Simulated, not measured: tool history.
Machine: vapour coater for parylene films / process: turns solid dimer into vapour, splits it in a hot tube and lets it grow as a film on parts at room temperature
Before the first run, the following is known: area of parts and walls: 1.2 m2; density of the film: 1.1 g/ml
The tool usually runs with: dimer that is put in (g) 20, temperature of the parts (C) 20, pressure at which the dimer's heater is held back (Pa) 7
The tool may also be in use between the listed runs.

run   hour  dimer that is put in (g)  temperature of the parts (C)  pressure at which the dimer's heater is held back (Pa)  thickness of the film (µm)
  1      0                        20                            20                                                       7                       10.33
  2   61.4                        20                            20                                                       7                       10.17
  3  121.6                        20                            20                                                       7                       10.04
  4  171.5                        20                            20                                                       7                       10.02
  5  240.1                        20                            20                                                       7                        9.94
  6  268.9                        20                            20                                                       7                        9.93
  7  330.2                        20                            20                                                       7                         9.9
  8    380                        20                            20                                                       7                        9.71
  9  450.5                        20                            20                                                       7                        9.68
 10  492.7                        20                            20                                                       7                        9.56
     525.2  -- trap's valve overhauled
 11  527.9                        20                            20                                                       7                       10.37
 12  571.8                        20                            20                                                       7                       10.36
 13  609.7                        10                            20                                                     4.6                        5.74
 14  662.5                        10                            24                                                    6.92                        4.37
 15  719.7                        21                            24                                                    7.83                        8.79
 16  775.7                        18                            16                                                    5.61                        11.3
 17  835.1                        15                            26                                                    2.38                        7.53
 18    890                        13                            12                                                    7.04                        9.11
 19  933.5                        21                            20                                                    2.81                       12.92

Run 20 comes next. What will it give?
 20  1000.8                        21                            20                                                    2.81                           ?

thickness of the film (µm): 12.81
The same run, on a tool lacking any hidden state, would have yielded thickness of the film (µm) 13.49.

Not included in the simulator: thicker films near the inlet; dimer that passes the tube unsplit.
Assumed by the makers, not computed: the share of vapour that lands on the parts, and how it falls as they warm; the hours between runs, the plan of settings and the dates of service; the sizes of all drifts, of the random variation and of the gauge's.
